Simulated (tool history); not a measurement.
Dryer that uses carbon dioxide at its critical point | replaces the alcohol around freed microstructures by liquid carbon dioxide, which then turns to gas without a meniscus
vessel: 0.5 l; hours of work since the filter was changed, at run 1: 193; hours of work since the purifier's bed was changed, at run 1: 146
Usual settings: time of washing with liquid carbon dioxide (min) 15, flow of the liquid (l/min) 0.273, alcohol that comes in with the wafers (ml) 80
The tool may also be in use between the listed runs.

run     day  time of washing with liquid carbon dioxide (min)  flow of the liquid (l/min)  alcohol that comes in with the wafers (ml)  hours of work since the filter was changed  hours of work since the purifier's bed was changed  alcohol left in the vessel before it's heated (ppm by volume)
  1   0.000                                                15                       0.273                                          80                                         193                                                 146                                                            125
  2   0.696                                                15                       0.273                                          94                                         205                                                 158                                                            150
  3   1.433                                                15                       0.258                                          94                                         217                                                 170                                                            217
  4   2.008                                                15                       0.258                                          94                                         226                                                 180                                                            214
  5   2.333                                                15                       0.273                                          80                                         232                                                 185                                                            131
  6   2.712                                                15                       0.273                                          80                                         238                                                 191                                                            128
  7   3.183                                                15                       0.389                                          80                                         246                                                 199                                                             43
  8   3.821                                                15                       0.273                                          80                                         257                                                 210                                                            136
  9   4.254                                                15                       0.273                                          80                                         264                                                 217                                                            140
 10   4.950                                                15                       0.273                                          80                                         276                                                 229                                                            151
 11   5.638                                                15                       0.273                                          37                                         287                                                 240                                                             98
 12   6.329                                                15                       0.273                                          37                                         299                                                 252                                                             94
 13   6.921                                                15                       0.246                                          80                                         308                                                 262                                                            282
 14   7.554                                                15                       0.246                                          80                                         319                                                 272                                                            289
 15   7.933                                                15                       0.273                                          80                                         325                                                 278                                                            160
 16   8.646                                                15                       0.273                                          80                                         337                                                 290                                                            166
 17   9.262                                                15                       0.273                                          80                                         348                                                 301                                                            161
 18   9.621                                                15                       0.273                                          99                                         354                                                 307                                                            215
 19  10.112                                                15                       0.273                                          99                                         362                                                 315                                                            205
 20  10.621                                                15                       0.273                                          80                                         370                                                 323                                                            170
 21  11.346                                                10                       0.273                                          80                                         382                                                 335                                                           1396
 22  11.979                                                11                       0.273                                          80                                         393                                                 346                                                            898
 23  12.338                                                12                       0.273                                          80                                         399                                                 352                                                            595
 24  12.771                                                12                       0.273                                          80                                         406                                                 359                                                            592
 25  13.142                                                22                       0.424                                          29                                         412                                                 365                                                             62
 26  13.850                                                13                       0.365                                          24                                         424                                                 377                                                             71
 27  14.179                                                15                       0.246                                          25                                         430                                                 383                                                            154
 28  14.529                                                15                       0.354                                          80                                         435                                                 389                                                             75
 29  14.904                                                15                       0.401                                          22                                         442                                                 395                                                             61
 30  15.404                                                15                       0.401                                          22                                         450                                                 403                                                             59
 31  15.967                                                18                       0.366                                         103                                         459                                                 413                                                             66
 32  16.488                                                24                       0.366                                         103                                         468                                                 421                                                             69
 33  16.929                                                15                       0.387                                         117                                         476                                                 429                                                             80
 34  17.438                                                20                       0.169                                          27                                         484                                                 437                                                            278
 35  18.192                                                20                       0.169                                          44                                         497                                                 450                                                            409
 36  18.942                                                10                       0.174                                          25                                         509                                                 462                                                           2885
 37  19.246                                                10                       0.225                                          21                                         514                                                 467                                                           1023
 38  19.792                                                14                       0.273                                          32                                         523                                                 476                                                            173
 39  20.338                                                11                       0.259                                          80                                         532                                                 486                                                           1347
 40  20.892                                                11                       0.422                                          27                                         542                                                 495                                                             98
 41  21.629                                                11                       0.305                                          45                                         554                                                 507                                                            370
 42  22.167                                                12                       0.273                                          78                                         563                                                 516                                                            683
 43  22.871                                                12                       0.273                                          78                                         575                                                 528                                                            687
 44  23.246                                                11                       0.214                                          23                                         581                                                 534                                                           1021
     23.346  -- inlet filter changed
 45  23.862                                                11                       0.179                                          27                                           9                                                 544                                                           1602
 46  24.175                                                17                       0.222                                          80                                          14                                                 549                                                            245

Forecast each of these 4 alternatives for the next run:
  A  24.567                                                10                       0.348                                          22                                          20                                                 555                                                              ?
  B  24.567                                                13                       0.311                                         111                                          20                                                 555                                                              ?
  C  24.567                                                11                       0.432                                          87                                          20                                                 555                                                              ?
  D  24.567                                                14                       0.222                                          79                                          20                                                 555                                                              ?

run  alcohol left in the vessel before it's heated (ppm by volume)
  A                                                            137
  B                                                            207
  C                                                            104
  D                                                            599
Without the tool's hidden state the same runs would have given:
run  alcohol left in the vessel before it's heated (ppm by volume)
  A                                                             54
  B                                                            121
  C                                                             21
  D                                                            508
